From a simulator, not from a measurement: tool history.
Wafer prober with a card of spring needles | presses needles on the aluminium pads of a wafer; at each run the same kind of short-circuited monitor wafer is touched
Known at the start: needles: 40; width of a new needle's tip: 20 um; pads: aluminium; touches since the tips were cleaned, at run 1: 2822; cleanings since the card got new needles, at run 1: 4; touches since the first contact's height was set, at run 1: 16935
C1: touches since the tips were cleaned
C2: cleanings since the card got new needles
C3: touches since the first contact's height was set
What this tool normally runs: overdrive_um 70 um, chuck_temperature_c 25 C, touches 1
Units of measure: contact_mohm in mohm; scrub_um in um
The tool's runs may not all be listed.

{"run": 1, "hour": 0.0, "overdrive_um": 70, "chuck_temperature_c": 25, "touches": 1, "C1": 2822, "C2": 4, "C3": 16935, "contact_mohm": 258, "scrub_um": 17.47}
{"hour": 3.9, "done": "tips cleaned on abrasive film"}
{"run": 2, "hour": 6.0, "overdrive_um": 70, "chuck_temperature_c": 25, "touches": 1, "C1": 387, "C2": 5, "C3": 17986, "contact_mohm": 254, "scrub_um": 17.48}
{"run": 3, "hour": 11.2, "overdrive_um": 70, "chuck_temperature_c": 25, "touches": 1, "C1": 1302, "C2": 5, "C3": 18901, "contact_mohm": 259, "scrub_um": 17.51}
{"run": 4, "hour": 17.5, "overdrive_um": 70, "chuck_temperature_c": 25, "touches": 1, "C1": 2420, "C2": 5, "C3": 20019, "contact_mohm": 259, "scrub_um": 17.59}
{"hour": 23.2, "done": "tips cleaned on abrasive film"}
{"run": 5, "hour": 23.2, "overdrive_um": 70, "chuck_temperature_c": 92, "touches": 1, "C1": 0, "C2": 6, "C3": 20999, "contact_mohm": 278, "scrub_um": 17.61}
{"run": 6, "hour": 27.5, "overdrive_um": 84, "chuck_temperature_c": 25, "touches": 1, "C1": 765, "C2": 6, "C3": 21764, "contact_mohm": 249, "scrub_um": 21.18}
{"run": 7, "hour": 36.0, "overdrive_um": 70, "chuck_temperature_c": 58, "touches": 1, "C1": 2262, "C2": 6, "C3": 23261, "contact_mohm": 265, "scrub_um": 17.68}
{"hour": 42.7, "done": "tips cleaned on abrasive film"}
{"run": 8, "hour": 44.4, "overdrive_um": 70, "chuck_temperature_c": 58, "touches": 1, "C1": 298, "C2": 7, "C3": 24740, "contact_mohm": 264, "scrub_um": 17.73}
{"run": 9, "hour": 52.3, "overdrive_um": 70, "chuck_temperature_c": 58, "touches": 1, "C1": 1695, "C2": 7, "C3": 26137, "contact_mohm": 265, "scrub_um": 17.77}
{"run": 10, "hour": 59.8, "overdrive_um": 70, "chuck_temperature_c": 58, "touches": 1, "C1": 3023, "C2": 7, "C3": 27465, "contact_mohm": 269, "scrub_um": 17.75}
{"hour": 62.3, "done": "tips cleaned on abrasive film"}
{"run": 11, "hour": 64.8, "overdrive_um": 70, "chuck_temperature_c": 58, "touches": 1, "C1": 442, "C2": 8, "C3": 28328, "contact_mohm": 261, "scrub_um": 17.79}
{"run": 12, "hour": 72.6, "overdrive_um": 70, "chuck_temperature_c": 58, "touches": 1, "C1": 1824, "C2": 8, "C3": 29710, "contact_mohm": 269, "scrub_um": 17.78}
{"run": 13, "hour": 80.4, "overdrive_um": 70, "chuck_temperature_c": 25, "touches": 1, "C1": 3195, "C2": 8, "C3": 31081, "contact_mohm": 258, "scrub_um": 17.82}
{"hour": 81.8, "done": "tips cleaned on abrasive film"}
{"run": 14, "hour": 85.8, "overdrive_um": 70, "chuck_temperature_c": 25, "touches": 3, "C1": 700, "C2": 9, "C3": 32022, "contact_mohm": 258, "scrub_um": 17.85}
{"run": 15, "hour": 94.4, "overdrive_um": 70, "chuck_temperature_c": 25, "touches": 3, "C1": 2230, "C2": 9, "C3": 33552, "contact_mohm": 257, "scrub_um": 17.91}
{"hour": 101.6, "done": "tips cleaned on abrasive film"}
{"run": 16, "hour": 102.6, "overdrive_um": 70, "chuck_temperature_c": 25, "touches": 3, "C1": 171, "C2": 10, "C3": 34970, "contact_mohm": 256, "scrub_um": 17.93}
{"run": 17, "hour": 109.4, "overdrive_um": 70, "chuck_temperature_c": 25, "touches": 3, "C1": 1385, "C2": 10, "C3": 36184, "contact_mohm": 252, "scrub_um": 18.03}
{"hour": 115.8, "done": "gauge calibrated"}
{"run": 18, "hour": 117.9, "overdrive_um": 70, "chuck_temperature_c": 25, "touches": 3, "C1": 2889, "C2": 10, "C3": 37688, "contact_mohm": 254, "scrub_um": 17.47}
{"hour": 121.2, "done": "tips cleaned on abrasive film"}
{"run": 19, "hour": 123.5, "overdrive_um": 87, "chuck_temperature_c": 26, "touches": 3, "C1": 416, "C2": 11, "C3": 38665, "contact_mohm": 252, "scrub_um": 21.78}
{"run": 20, "hour": 130.2, "overdrive_um": 53, "chuck_temperature_c": 52, "touches": 2, "C1": 1595, "C2": 11, "C3": 39844, "contact_mohm": 273, "scrub_um": 13.28}
{"run": 21, "hour": 135.9, "overdrive_um": 53, "chuck_temperature_c": 52, "touches": 2, "C1": 2595, "C2": 11, "C3": 40844, "contact_mohm": 274, "scrub_um": 13.3}
{"hour": 140.9, "done": "tips cleaned on abrasive film"}
{"run": 22, "hour": 143.9, "overdrive_um": 53, "chuck_temperature_c": 52, "touches": 2, "C1": 521, "C2": 12, "C3": 42239, "contact_mohm": 272, "scrub_um": 13.34}
{"run": 23, "hour": 151.7, "overdrive_um": 77, "chuck_temperature_c": 102, "touches": 1, "C1": 1901, "C2": 12, "C3": 43619, "contact_mohm": 279, "scrub_um": 19.41}
{"run": 24, "hour": 159.6, "overdrive_um": 90, "chuck_temperature_c": 25, "touches": 3, "C1": 3305, "C2": 12, "C3": 45023, "contact_mohm": 248, "scrub_um": 22.69}
{"hour": 160.9, "done": "tips cleaned on abrasive film"}
{"run": 25, "hour": 165.6, "overdrive_um": 62, "chuck_temperature_c": 39, "touches": 1, "C1": 835, "C2": 13, "C3": 46068, "contact_mohm": 261, "scrub_um": 15.61}
{"run": 26, "hour": 172.2, "overdrive_um": 70, "chuck_temperature_c": 25, "touches": 2, "C1": 2004, "C2": 13, "C3": 47237, "contact_mohm": 253, "scrub_um": 17.76}
{"run": 27, "hour": 178.5, "overdrive_um": 64, "chuck_temperature_c": 58, "touches": 3, "C1": 3115, "C2": 13, "C3": 48348, "contact_mohm": 267, "scrub_um": 16.2}
{"hour": 180.5, "done": "tips cleaned on abrasive film"}
{"run": 28, "hour": 186.3, "overdrive_um": 87, "chuck_temperature_c": 26, "touches": 1, "C1": 1027, "C2": 14, "C3": 49714, "contact_mohm": 252, "scrub_um": 22.15}
{"run": 29, "hour": 190.5, "overdrive_um": 51, "chuck_temperature_c": 46, "touches": 2, "C1": 1762, "C2": 14, "C3": 50449, "contact_mohm": 274, "scrub_um": 13.01}
{"run": 30, "hour": 195.0, "overdrive_um": 51, "chuck_temperature_c": 70, "touches": 1, "C1": 2571, "C2": 14, "C3": 51258, "contact_mohm": 281, "scrub_um": 12.98}
{"hour": 200.3, "done": "tips cleaned on abrasive film"}
{"run": 31, "hour": 203.1, "overdrive_um": 70, "chuck_temperature_c": 78, "touches": 3, "C1": 499, "C2": 15, "C3": 52662, "contact_mohm": 270, "scrub_um": 17.86}
{"run": 32, "hour": 208.2, "overdrive_um": 70, "chuck_temperature_c": 78, "touches": 3, "C1": 1412, "C2": 15, "C3": 53575, "contact_mohm": 273, "scrub_um": 17.87}
{"run": 33, "hour": 214.5, "overdrive_um": 70, "chuck_temperature_c": 61, "touches": 2, "C1": 2521, "C2": 15, "C3": 54684, "contact_mohm": 269, "scrub_um": 17.92}
{"hour": 220.0, "done": "tips cleaned on abrasive film"}
{"run": 34, "hour": 222.7, "overdrive_um": 70, "chuck_temperature_c": 61, "touches": 2, "C1": 465, "C2": 16, "C3": 56107, "contact_mohm": 267, "scrub_um": 17.98}
{"run": 35, "hour": 227.2, "overdrive_um": 70, "chuck_temperature_c": 61, "touches": 2, "C1": 1267, "C2": 16, "C3": 56909, "contact_mohm": 270, "scrub_um": 17.95}

Consider 3 possible next runs. They are alternatives, not a sequence: every one starts from the tool as it was left by run 35. What does each give?
{"run": "A", "hour": 233.4, "overdrive_um": 89, "chuck_temperature_c": 28, "touches": 1, "C1": 2360, "C2": 16, "C3": 58002, "contact_mohm": "?", "scrub_um": "?"}
{"run": "B", "hour": 233.4, "overdrive_um": 75, "chuck_temperature_c": 48, "touches": 2, "C1": 2360, "C2": 16, "C3": 58002, "contact_mohm": "?", "scrub_um": "?"}
{"run": "C", "hour": 233.4, "overdrive_um": 70, "chuck_temperature_c": 46, "touches": 2, "C1": 2360, "C2": 16, "C3": 58002, "contact_mohm": "?", "scrub_um": "?"}

run=A contact_mohm=250 scrub_um=22.86
run=B contact_mohm=257 scrub_um=19.27
run=C contact_mohm=259 scrub_um=18
Had the tool no hidden state, the same runs would have come out as:
run=A contact_mohm=249 scrub_um=22.2
run=B contact_mohm=257 scrub_um=18.71
run=C contact_mohm=259 scrub_um=17.47
